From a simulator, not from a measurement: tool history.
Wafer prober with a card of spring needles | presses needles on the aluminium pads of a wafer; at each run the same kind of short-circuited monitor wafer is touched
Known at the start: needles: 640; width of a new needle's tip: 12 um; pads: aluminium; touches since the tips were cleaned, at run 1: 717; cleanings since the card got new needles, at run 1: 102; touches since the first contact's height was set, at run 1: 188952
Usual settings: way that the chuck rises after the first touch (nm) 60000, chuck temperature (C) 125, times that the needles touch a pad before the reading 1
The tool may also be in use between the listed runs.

run	hour	way that the chuck rises after the first touch (nm)	chuck temperature (C)	times that the needles touch a pad before the reading	touches since the tips were cleaned	cleanings since the card got new needles	touches since the first contact's height was set	resistance of one needle with its contact and lead (mohm)	way that a needle slides on the pad (nm)
1	0.0	60000	125	1	717	102	188952	288	11700
# hour 5.7: tips cleaned on abrasive film
2	9.1	60000	125	1	1732	103	193593	288	11610
# hour 13.2: tips cleaned on abrasive film
# hour 21.1: tips cleaned on abrasive film
# hour 29.6: tips cleaned on abrasive film
3	30.6	60000	125	1	528	106	204521	284	11640
# hour 37.0: tips cleaned on abrasive film
# hour 44.5: tips cleaned on abrasive film
4	50.2	60000	125	1	2924	108	214498	288	11680
# hour 51.5: tips cleaned on abrasive film
# hour 58.6: tips cleaned on abrasive film
5	59.4	60000	125	1	398	110	219163	288	11710
# hour 67.0: tips cleaned on abrasive film
# hour 74.4: tips cleaned on abrasive film
6	80.3	60000	125	2	3011	112	229813	286	11690
# hour 82.1: tips cleaned on abrasive film
# hour 85.5: height of the first contact set anew
# hour 90.0: tips cleaned on abrasive film
7	92.9	60000	125	2	1499	114	3777	286	11690
# hour 97.6: tips cleaned on abrasive film
8	102.9	60000	125	2	2711	115	8836	284	11750
# hour 105.7: tips cleaned on abrasive film
# hour 113.1: tips cleaned on abrasive film
9	119.1	60000	125	2	3101	117	17094	286	11720
# hour 120.1: tips cleaned on abrasive film
# hour 128.5: tips cleaned on abrasive film
10	131.6	60000	118	1	1582	119	23448	283	11560
# hour 136.4: tips cleaned on abrasive film
# hour 143.6: tips cleaned on abrasive film
# hour 151.4: tips cleaned on abrasive film
11	152.3	60000	125	1	491	122	33966	287	11610
# hour 160.0: tips cleaned on abrasive film
12	164.9	60000	125	1	2517	123	40374	282	11660
# hour 168.4: tips cleaned on abrasive film
# hour 176.2: tips cleaned on abrasive film
# hour 183.2: tips cleaned on abrasive film
13	185.0	48000	125	1	922	126	50608	291	9320
# hour 190.3: tips cleaned on abrasive film
# hour 197.6: tips cleaned on abrasive film
14	200.1	48000	125	1	1319	128	58293	289	9320
# hour 205.5: tips cleaned on abrasive film
# hour 212.9: tips cleaned on abrasive film
15	216.2	48000	125	1	1709	130	66486	287	9320
# hour 220.3: tips cleaned on abrasive film
# hour 228.3: tips cleaned on abrasive film
16	231.6	48000	125	1	1711	132	74328	291	9420
# hour 236.7: tips cleaned on abrasive film
# hour 244.4: tips cleaned on abrasive film
17	246.5	40000	76	2	1082	134	81892	276	7730
# hour 251.4: tips cleaned on abrasive film
18	258.0	60000	47	1	3377	135	87758	260	11780
# hour 259.7: tips cleaned on abrasive film
# hour 267.3: tips cleaned on abrasive film
# hour 274.9: tips cleaned on abrasive film
19	279.4	59000	27	1	2294	138	98632	260	11500
# hour 282.0: tips cleaned on abrasive film
# hour 290.0: tips cleaned on abrasive film
# hour 297.1: tips cleaned on abrasive film
20	297.1	60000	58	1	0	141	107626	262	11570
# hour 304.7: tips cleaned on abrasive film
21	306.3	72000	75	1	820	142	112309	268	14060
# hour 312.1: tips cleaned on abrasive film
# hour 319.2: tips cleaned on abrasive film
22	320.8	72000	75	1	836	144	119683	270	14000
# hour 327.3: tips cleaned on abrasive film
# hour 334.2: tips cleaned on abrasive film
23	334.2	41000	53	3	0	146	126481	270	8060
# hour 341.5: tips cleaned on abrasive film
# hour 348.5: tips cleaned on abrasive film
24	349.3	41000	53	3	393	148	134124	271	7860
# hour 355.9: tips cleaned on abrasive film
25	361.6	43000	85	2	2910	149	140431	285	8480
# hour 363.4: tips cleaned on abrasive film
# hour 371.0: tips cleaned on abrasive film
# hour 378.1: tips cleaned on abrasive film
26	381.4	44000	66	2	1698	152	150494	272	8520
# hour 385.5: tips cleaned on abrasive film
# hour 393.1: tips cleaned on abrasive film
27	394.6	44000	66	2	762	154	157185	272	8540
# hour 401.0: tips cleaned on abrasive film
# hour 408.6: tips cleaned on abrasive film
28	410.4	60000	48	2	936	156	165235	267	11630
# hour 415.8: tips cleaned on abrasive film
# hour 424.0: tips cleaned on abrasive film
29	429.1	63000	83	1	2632	158	174765	275	12250
# hour 431.7: tips cleaned on abrasive film
# hour 439.4: tips cleaned on abrasive film
30	444.1	63000	83	1	2434	160	182400	271	12350
# hour 447.6: tips cleaned on abrasive film
# hour 454.6: tips cleaned on abrasive film
31	455.2	43000	97	1	286	162	188000	284	8370

Forecast each of these 3 alternatives for the next run:
# hour 462.0: tips cleaned on abrasive film
# hour 469.1: tips cleaned on abrasive film
A	473.1	48000	69	1	2041	164	197120	?	?
# hour 462.0: tips cleaned on abrasive film
# hour 469.1: tips cleaned on abrasive film
B	473.1	60000	39	1	2041	164	197120	?	?
# hour 462.0: tips cleaned on abrasive film
# hour 469.1: tips cleaned on abrasive film
C	473.1	59000	75	2	2041	164	197120	?	?

run	resistance of one needle with its contact and lead (mohm)	way that a needle slides on the pad (nm)
A	273	9360
B	258	11650
C	270	11410
Without the tool's hidden state the same runs would have given:
run	resistance of one needle with its contact and lead (mohm)	way that a needle slides on the pad (nm)
A	273	9370
B	258	11660
C	270	11420
